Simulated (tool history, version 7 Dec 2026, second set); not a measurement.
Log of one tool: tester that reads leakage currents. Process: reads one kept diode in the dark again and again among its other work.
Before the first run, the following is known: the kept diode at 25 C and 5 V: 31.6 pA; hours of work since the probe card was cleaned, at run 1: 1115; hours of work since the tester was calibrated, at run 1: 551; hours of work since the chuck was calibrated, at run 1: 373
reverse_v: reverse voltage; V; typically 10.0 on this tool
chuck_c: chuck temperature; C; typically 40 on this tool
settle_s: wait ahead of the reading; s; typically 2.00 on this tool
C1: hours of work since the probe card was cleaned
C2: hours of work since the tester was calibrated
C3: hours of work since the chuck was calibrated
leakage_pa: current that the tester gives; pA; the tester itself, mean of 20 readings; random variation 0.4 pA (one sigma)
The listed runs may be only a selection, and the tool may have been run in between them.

run 1 hour=0.0 | reverse_v=10.0 chuck_c=40 settle_s=2.00 | C1=1115 C2=551 C3=373 | leakage_pa=141.23
run 2 hour=17.7 | reverse_v=10.0 chuck_c=40 settle_s=2.00 | C1=1123 C2=559 C3=381 | leakage_pa=140.84
run 3 hour=33.4 | reverse_v=10.0 chuck_c=40 settle_s=2.00 | C1=1130 C2=566 C3=388 | leakage_pa=141.21
run 4 hour=63.6 | reverse_v=10.0 chuck_c=40 settle_s=0.30 | C1=1144 C2=580 C3=402 | leakage_pa=143.08
run 5 hour=85.2 | reverse_v=10.0 chuck_c=40 settle_s=0.30 | C1=1154 C2=590 C3=412 | leakage_pa=142.85
run 6 hour=105.3 | reverse_v=10.0 chuck_c=20 settle_s=2.00 | C1=1163 C2=599 C3=421 | leakage_pa=36.30
run 7 hour=135.0 | reverse_v=10.0 chuck_c=20 settle_s=2.00 | C1=1176 C2=612 C3=434 | leakage_pa=36.60
run 8 hour=168.8 | reverse_v=10.0 chuck_c=20 settle_s=2.00 | C1=1192 C2=628 C3=450 | leakage_pa=36.39
run 9 hour=202.5 | reverse_v=10.0 chuck_c=40 settle_s=2.00 | C1=1207 C2=643 C3=465 | leakage_pa=140.92
run 10 hour=222.8 | reverse_v=10.0 chuck_c=40 settle_s=2.00 | C1=1216 C2=652 C3=474 | leakage_pa=140.55
-- hour=245.1 probe card cleaned and baked
run 11 hour=247.8 | reverse_v=10.0 chuck_c=26 settle_s=1.51 | C1=1 C2=662 C3=484 | leakage_pa=55.19
run 12 hour=278.2 | reverse_v=2.3 chuck_c=23 settle_s=1.36 | C1=15 C2=676 C3=498 | leakage_pa=23.34
run 13 hour=308.8 | reverse_v=3.3 chuck_c=26 settle_s=2.53 | C1=29 C2=690 C3=512 | leakage_pa=33.83
run 14 hour=326.8 | reverse_v=6.6 chuck_c=22 settle_s=0.35 | C1=37 C2=698 C3=520 | leakage_pa=36.21
-- hour=332.6 probe card cleaned and baked, once more
run 15 hour=354.3 | reverse_v=10.0 chuck_c=45 settle_s=1.82 | C1=10 C2=709 C3=531 | leakage_pa=188.33
run 16 hour=375.0 | reverse_v=19.5 chuck_c=20 settle_s=5.36 | C1=19 C2=719 C3=540 | leakage_pa=30.68
run 17 hour=402.6 | reverse_v=11.9 chuck_c=25 settle_s=0.34 | C1=32 C2=731 C3=553 | leakage_pa=42.80
run 18 hour=434.8 | reverse_v=10.0 chuck_c=26 settle_s=0.35 | C1=46 C2=746 C3=568 | leakage_pa=43.22
run 19 hour=464.4 | reverse_v=10.0 chuck_c=26 settle_s=0.35 | C1=60 C2=759 C3=581 | leakage_pa=43.47

3 ways to go on from here, each from the tool as it stands after run 19. What would each give?
run A hour=495.8 | reverse_v=10.0 chuck_c=44 settle_s=0.86 | C1=74 C2=773 C3=595 | leakage_pa=?
run B hour=495.8 | reverse_v=1.6 chuck_c=26 settle_s=0.32 | C1=74 C2=773 C3=595 | leakage_pa=?
run C hour=495.8 | reverse_v=1.0 chuck_c=26 settle_s=2.91 | C1=74 C2=773 C3=595 | leakage_pa=?

run=A leakage_pa=173.37
run=B leakage_pa=23.48
run=C leakage_pa=20.05
Without the tool's unlogged condition, the same runs would have read:
run=A leakage_pa=180.59
run=B leakage_pa=24.57
run=C leakage_pa=21.01

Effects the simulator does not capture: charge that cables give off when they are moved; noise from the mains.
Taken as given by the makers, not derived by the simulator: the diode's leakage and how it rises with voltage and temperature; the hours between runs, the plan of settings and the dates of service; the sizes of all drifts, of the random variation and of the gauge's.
